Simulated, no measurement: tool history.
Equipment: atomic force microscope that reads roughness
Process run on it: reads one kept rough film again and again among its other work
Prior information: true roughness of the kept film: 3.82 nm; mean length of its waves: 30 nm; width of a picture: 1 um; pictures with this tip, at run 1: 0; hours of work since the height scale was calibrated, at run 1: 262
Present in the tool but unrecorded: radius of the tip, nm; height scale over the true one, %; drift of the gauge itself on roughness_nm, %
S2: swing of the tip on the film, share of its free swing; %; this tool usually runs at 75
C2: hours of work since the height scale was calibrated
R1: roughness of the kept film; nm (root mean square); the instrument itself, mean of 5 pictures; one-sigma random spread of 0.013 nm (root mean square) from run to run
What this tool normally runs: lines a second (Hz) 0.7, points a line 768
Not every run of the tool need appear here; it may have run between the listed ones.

Run 1, day 0: usual settings; pictures with this tip 0; C2 262. Result: R1 3.103 nm (root mean square).
Run 2, day 0.988: usual settings; pictures with this tip 51; C2 280. Result: R1 2.919 nm (root mean square).
Run 3, day 2.317: usual settings; pictures with this tip 120; C2 305. Result: R1 2.742 nm (root mean square).
Run 4, day 3.246: usual settings; pictures with this tip 168; C2 323. Result: R1 2.658 nm (root mean square).
Run 5, day 4.025: usual settings but S2 62 %; pictures with this tip 209; C2 337. Result: R1 2.599 nm (root mean square).
At day 4.825: new tip fitted.
Run 6, day 4.825: usual settings but S2 62 %; pictures with this tip 0; C2 352. Result: R1 3.203 nm (root mean square).
Run 7, day 5.846: usual settings; pictures with this tip 53; C2 371. Result: R1 2.922 nm (root mean square).
Run 8, day 7.125: usual settings; pictures with this tip 119; C2 395. Result: R1 2.737 nm (root mean square).
Run 9, day 8.308: usual settings; pictures with this tip 181; C2 417. Result: R1 2.578 nm (root mean square).
Run 10, day 9.496: usual settings; pictures with this tip 242; C2 439. Result: R1 2.455 nm (root mean square).
At day 9.679: new tip fitted.
Run 11, day 10.504: usual settings; pictures with this tip 43; C2 458. Result: R1 2.974 nm (root mean square).
Run 12, day 11.646: usual settings; pictures with this tip 102; C2 479. Result: R1 2.789 nm (root mean square).
Run 13, day 12.846: usual settings; pictures with this tip 165; C2 502. Result: R1 2.634 nm (root mean square).
Run 14, day 14.158: usual settings; pictures with this tip 233; C2 527. Result: R1 2.491 nm (root mean square).
At day 14.508: new tip fitted.
Run 15, day 15.05: usual settings; pictures with this tip 28; C2 543. Result: R1 2.994 nm (root mean square).
Run 16, day 16.012: usual settings; pictures with this tip 78; C2 561. Result: R1 2.844 nm (root mean square).
Run 17, day 17.296: usual settings; pictures with this tip 145; C2 585. Result: R1 2.662 nm (root mean square).
Run 18, day 18.688: usual settings but lines a second (Hz) 2.657, S2 68 %, points a line 420; pictures with this tip 217; C2 611. Result: R1 2.297 nm (root mean square).
At day 19.325: new tip fitted.
Run 19, day 19.875: usual settings but lines a second (Hz) 2.657, S2 68 %, points a line 420; pictures with this tip 29; C2 633. Result: R1 2.783 nm (root mean square).
Run 20, day 20.696: usual settings but lines a second (Hz) 2.061, S2 86 %; pictures with this tip 71; C2 648. Result: R1 2.361 nm (root mean square).
Run 21, day 21.5: usual settings but S2 59 %, points a line 824; pictures with this tip 113; C2 664. Result: R1 2.884 nm (root mean square).
Run 22, day 22.288: usual settings but lines a second (Hz) 0.672; pictures with this tip 154; C2 678. Result: R1 2.697 nm (root mean square).
Run 23, day 23.221: usual settings but lines a second (Hz) 0.672; pictures with this tip 203; C2 696. Result: R1 2.563 nm (root mean square).
At day 24.196: new tip fitted.
Run 24, day 24.275: usual settings but S2 88 %; pictures with this tip 5; C2 715. Result: R1 2.973 nm (root mean square).
Run 25, day 25.454: usual settings but S2 86 %, points a line 550; pictures with this tip 66; C2 737. Result: R1 2.802 nm (root mean square).
Run 26, day 26.238: usual settings but lines a second (Hz) 0.527, S2 66 %, points a line 432; pictures with this tip 107; C2 752. Result: R1 2.857 nm (root mean square).
Run 27, day 26.942: usual settings but lines a second (Hz) 0.527, S2 66 %, points a line 432; pictures with this tip 143; C2 765. Result: R1 2.749 nm (root mean square).
Run 28, day 27.617: usual settings but lines a second (Hz) 0.527, S2 66 %, points a line 432; pictures with this tip 178; C2 778. Result: R1 2.674 nm (root mean square).
Run 29, day 28.483: usual settings but lines a second (Hz) 0.817, S2 73 %, points a line 432; pictures with this tip 223; C2 794. Result: R1 2.496 nm (root mean square).
At day 28.988: new tip fitted.
Run 30, day 29.183: usual settings but lines a second (Hz) 1.254, S2 74 %; pictures with this tip 10; C2 807. Result: R1 3 nm (root mean square).
Run 31, day 30.067: usual settings but lines a second (Hz) 2.503, S2 72 %; pictures with this tip 56; C2 824. Result: R1 2.662 nm (root mean square).
Run 32, day 31.129: usual settings but S2 66 %; pictures with this tip 111; C2 843. Result: R1 2.844 nm (root mean square).
Run 33, day 32.442: usual settings but lines a second (Hz) 3.156; pictures with this tip 179; C2 868. Result: R1 2.215 nm (root mean square).
Run 34, day 33.162: usual settings but lines a second (Hz) 0.903, S2 68 %; pictures with this tip 217; C2 882. Result: R1 2.582 nm (root mean square).

Branching from run 34: 3 alternative next runs. What would each branch give?
At day 33.804: new tip fitted.
Run A, day 33.804: usual settings but S2 56 %; pictures with this tip 0; C2 893. Result: R1 ?.
At day 33.804: new tip fitted.
Run B, day 33.804: usual settings but lines a second (Hz) 2.99, S2 76 %, points a line 277; pictures with this tip 0; C2 893. Result: R1 ?.
At day 33.804: new tip fitted.
Run C, day 33.804: usual settings but lines a second (Hz) 0.699, S2 81 %, points a line 305; pictures with this tip 0; C2 893. Result: R1 ?.

run     R1
  A  3.254
  B  2.585
  C  3.052
With no hidden state in the tool, these same runs would have given:
run     R1
  A  3.203
  B  2.545
  C  3.005
